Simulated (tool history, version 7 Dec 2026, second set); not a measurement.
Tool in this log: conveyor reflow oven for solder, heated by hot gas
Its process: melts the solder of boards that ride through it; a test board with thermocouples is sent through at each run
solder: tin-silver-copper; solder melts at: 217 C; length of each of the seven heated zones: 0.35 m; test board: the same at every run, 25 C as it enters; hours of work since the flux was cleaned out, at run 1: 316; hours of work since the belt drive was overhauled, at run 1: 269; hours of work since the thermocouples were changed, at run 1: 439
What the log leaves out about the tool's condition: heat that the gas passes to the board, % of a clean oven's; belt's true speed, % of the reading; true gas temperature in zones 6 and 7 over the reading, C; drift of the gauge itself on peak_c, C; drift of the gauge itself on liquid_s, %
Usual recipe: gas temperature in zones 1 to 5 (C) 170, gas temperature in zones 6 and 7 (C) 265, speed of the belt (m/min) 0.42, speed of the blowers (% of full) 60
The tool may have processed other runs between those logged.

run     day  gas temperature in zones 1 to 5 (C)  gas temperature in zones 6 and 7 (C)  speed of the belt (m/min)  speed of the blowers (% of full)  hours of work since the flux was cleaned out  hours of work since the belt drive was overhauled  hours of work since the thermocouples were changed  highest temperature of the board (C)  time above the solder's melting point (s)
  1       0                                  170                                   265                       0.42                                60                                           316                                                269                                                 439                                   249                                       70.7
  2   1.329                                  161                                   265                       0.42                                60                                           340                                                292                                                 463                                 247.8                                       66.1
  3   3.588                                  170                                   265                       0.42                                70                                           379                                                331                                                 502                                 250.1                                       72.5
  4   6.242                                  170                                   265                       0.42                                70                                           426                                                378                                                 549                                 250.5                                       72.4
       8.55  -- flux residue cleaned out of gas plates and filters
  5   8.725                                  170                                   265                       0.42                                70                                             3                                                418                                                 589                                 252.5                                       76.6
  6  10.754                                  170                                   265                       0.42                                52                                            39                                                454                                                 624                                 249.1                                         71
  7  13.146                                  170                                   265                       0.42                                52                                            81                                                496                                                 666                                 248.5                                       70.8
  8  14.867                                  170                                   265                       0.42                                52                                           111                                                526                                                 697                                 248.3                                       70.6
  9  16.092                                  170                                   265                       0.42                                52                                           132                                                547                                                 718                                 248.3                                       70.1
 10  18.058                                  170                                   265                       0.42                                52                                           167                                                582                                                 753                                 247.6                                       69.3
 11  20.217                                  170                                   265                       0.42                                52                                           205                                                620                                                 790                                   247                                       69.4
 12  22.904                                  170                                   265                      0.429                                60                                           252                                                667                                                 838                                 248.3                                       69.2
 13  25.696                                  170                                   265                      0.429                                60                                           301                                                716                                                 887                                 247.4                                       68.8
 14  27.692                                  170                                   265                      0.429                                60                                           336                                                751                                                 922                                 247.6                                       68.3
 15  30.017                                  170                                   265                      0.429                                60                                           377                                                792                                                 963                                 246.7                                       67.5
     31.046  -- belt drive overhauled, speed set with a stopwatch
 16  32.762                                  170                                   265                      0.429                                60                                           422                                                 30                                                1008                                 246.2                                       67.8
 17  34.617                                  164                                   265                      0.429                                60                                           455                                                 63                                                1040                                 245.7                                       63.4
     35.304  -- flux residue cleaned out of gas plates and filters
 18  37.029                                  175                                   261                      0.416                                59                                            30                                                101                                                1079                                 246.5                                       74.2
 19  39.446                                  170                                   277                      0.436                                76                                            73                                                144                                                1121                                 262.1                                       81.9
     40.175  -- thermocouples of zones 6 and 7 changed
 20  42.208                                  170                                   277                      0.436                                76                                           120                                                191                                                  36                                 265.6                                       82.5
 21  44.942                                  170                                   265                       0.42                                80                                           168                                                239                                                  84                                   255                                       79.9
      46.15  -- belt drive overhauled, speed set with a stopwatch, once more
 22  47.675                                  168                                   254                      0.345                                75                                           213                                                 27                                                 129                                 247.6                                       88.8
 23  49.608                                  168                                   254                      0.345                                75                                           247                                                 61                                                 163                                 246.8                                       88.3
 24  51.283                                  170                                   273                       0.42                                74                                           276                                                 90                                                 192                                 260.2                                       81.4
 25  53.975                                  170                                   267                      0.402                                77                                           323                                                137                                                 239                                 255.8                                       81.3
 26  55.138                                  170                                   267                      0.402                                77                                           344                                                158                                                 260                                 255.6                                       81.7
 27  57.912                                  170                                   271                       0.45                                70                                           392                                                207                                                 308                                 254.4                                       70.6
 28  59.112                                  170                                   269                       0.45                                53                                           414                                                228                                                 330                                 248.5                                       64.1
 29  61.408                                  182                                   265                       0.42                                60                                           454                                                268                                                 370                                 251.1                                       78.7
     62.217  -- flux residue cleaned out of gas plates and filters
 30  63.092                                  178                                   255                       0.42                                60                                            15                                                294                                                 396                                 244.1                                       70.7

Here are 3 independent what-if runs from the current tool condition. What would each one return?
  A  65.158                                  178                                   255                      0.376                                82                                            52                                                330                                                 432                                     ?                                          ?
  B  65.158                                  170                                   262                      0.458                                60                                            52                                                330                                                 432                                     ?                                          ?
  C  65.158                                  178                                   256                      0.437                                80                                            52                                                330                                                 432                                     ?                                          ?

run  highest temperature of the board (C)  time above the solder's melting point (s)
  A                                 248.4                                       88.4
  B                                 246.9                                       62.1
  C                                 246.2                                       71.9
Without the tool's hidden state the same runs would have given:
run  highest temperature of the board (C)  time above the solder's melting point (s)
  A                                 249.4                                       88.8
  B                                 247.9                                       62.7
  C                                 247.3                                       72.5
